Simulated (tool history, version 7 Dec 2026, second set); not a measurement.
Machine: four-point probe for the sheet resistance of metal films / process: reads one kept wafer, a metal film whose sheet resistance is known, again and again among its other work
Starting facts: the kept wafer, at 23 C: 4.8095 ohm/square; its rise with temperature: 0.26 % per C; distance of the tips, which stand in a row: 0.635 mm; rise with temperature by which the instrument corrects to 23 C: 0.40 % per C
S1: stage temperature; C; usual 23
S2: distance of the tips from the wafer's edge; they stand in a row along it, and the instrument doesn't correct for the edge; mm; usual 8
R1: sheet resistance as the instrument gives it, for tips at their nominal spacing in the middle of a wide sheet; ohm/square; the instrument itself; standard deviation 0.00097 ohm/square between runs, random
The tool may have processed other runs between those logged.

run,day,S1,S2,R1
1,0,23,8,4.826522
2,2.55,23,8,4.826829
3,4.704,23,8,4.8263
4,6.588,23,28,4.811564
5,8.521,23,28,4.811629
6,10.212,24,28,4.805532
7,11.85,23,8,4.824969
8,13.671,23,8,4.826259
9,15.504,23,8,4.826793
10,17.704,23,8,4.824881
11,20.271,23,8,4.826151
12,21.388,25,8,4.813025
13,23.621,23,10,4.82187
14,25.688,23,10,4.820592
15,27.096,23,10,4.821375
16,29.471,23,10,4.819569
17,31.862,23,10,4.818929
18,34.179,23,10,4.821332
19,35.925,23,10,4.82111
20,38.112,23,10,4.820618
# day 38.633: new probe head fitted
21,39.488,23,10,4.820412
22,41.925,23,10,4.819004
23,44.308,23,56,4.809945
24,45.558,31,5,4.795488
25,46.904,26,12,4.798523
26,49.121,26,4,4.851633
27,51.642,19,5,4.88134
28,53.617,21,11,4.831835
29,55.392,26,14,4.7941
30,56.642,26,14,4.796005
31,57.846,26,14,4.79529
32,59.475,19,41,4.837747
33,60.671,19,41,4.838416
34,63.083,20,62,4.830258
35,64.488,26,5,4.830705
36,65.871,23,21,4.811671
37,67.217,23,5,4.851086
# day 67.396: stage's thermometer calibrated
38,69.042,18,25,4.844944
39,71.167,18,25,4.847669
40,72.846,23,31,4.811103
41,75.5,25,25,4.798079
42,77.667,32,5,4.790709
43,80.275,32,5,4.792946
44,81.579,25,29,4.797367
45,83.146,21,7,4.844654

Predict each of these 3 candidate next runs independently; none follows another, all start after run 45:
A,85.604,31,53,?
B,85.604,23,33,?
C,85.604,20,5,?

run,R1
A,4.756104
B,4.810841
C,4.873226
Without the tool's unlogged condition, the same runs would have read:
run,R1
A,4.755763
B,4.810496
C,4.872877
